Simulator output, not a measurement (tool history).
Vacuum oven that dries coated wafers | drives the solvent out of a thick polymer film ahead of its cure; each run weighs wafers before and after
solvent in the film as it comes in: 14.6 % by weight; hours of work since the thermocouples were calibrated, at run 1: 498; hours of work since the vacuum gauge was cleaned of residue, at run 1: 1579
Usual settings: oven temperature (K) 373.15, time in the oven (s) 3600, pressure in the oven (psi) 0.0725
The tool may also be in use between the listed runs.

run     day  oven temperature (K)  time in the oven (s)  pressure in the oven (psi)  hours of work since the thermocouples were calibrated  hours of work since the vacuum gauge was cleaned of residue  solvent left in the film (%)
  1   0.000                373.15                  3600                      0.0725                                                    498                                                         1579                          1.22
  2   3.408                373.15                  3600                      0.0725                                                    534                                                         1615                          1.22
  3   5.596                373.15                  3600                      0.0725                                                    557                                                         1638                          1.22
  4   9.146                373.15                  3600                      0.0725                                                    595                                                         1675                          1.19
     10.758  -- vacuum gauge cleaned of residue and calibrated
  5  12.804                373.15                  3600                      0.0725                                                    633                                                           22                          1.18
  6  14.933                373.15                  2280                      0.0725                                                    655                                                           44                          2.61
  7  18.662                363.15                  3600                      0.0725                                                    695                                                           84                          3.05
  8  20.300                373.15                  3600                      0.0725                                                    712                                                          101                          1.23
  9  22.842                377.15                  3600                      0.1098                                                    739                                                          128                          0.89
 10  26.183                373.15                  2460                      0.0609                                                    774                                                          163                          2.33
 11  29.604                373.15                  2460                      0.0609                                                    810                                                          199                          2.33
 12  31.446                373.15                  2460                      0.0609                                                    830                                                          219                          2.34
 13  34.400                373.15                  2460                      0.1671                                                    861                                                          250                          2.65
 14  36.896                373.15                  2460                      0.1671                                                    888                                                          276                          2.64
 15  40.404                373.15                  3600                      0.0555                                                    925                                                          313                          1.13

5 ways to go on from here, each from the tool as it stands after run 15. What would each give?
  A  42.608                360.15                  1920                      0.2164                                                    948                                                          337                             ?
  B  42.608                373.15                  3600                      0.1224                                                    948                                                          337                             ?
  C  42.608                383.15                  3600                      0.0725                                                    948                                                          337                             ?
  D  42.608                382.15                  3600                      0.0725                                                    948                                                          337                             ?
  E  42.608                382.15                  3720                      0.0454                                                    948                                                          337                             ?

run  solvent left in the film (%)
  A                          6.75
  B                          1.37
  C                          0.38
  D                          0.42
  E                          0.34
Without the tool's hidden state the same runs would have given:
run  solvent left in the film (%)
  A                          6.77
  B                          1.38
  C                          0.38
  D                          0.42
  E                          0.34
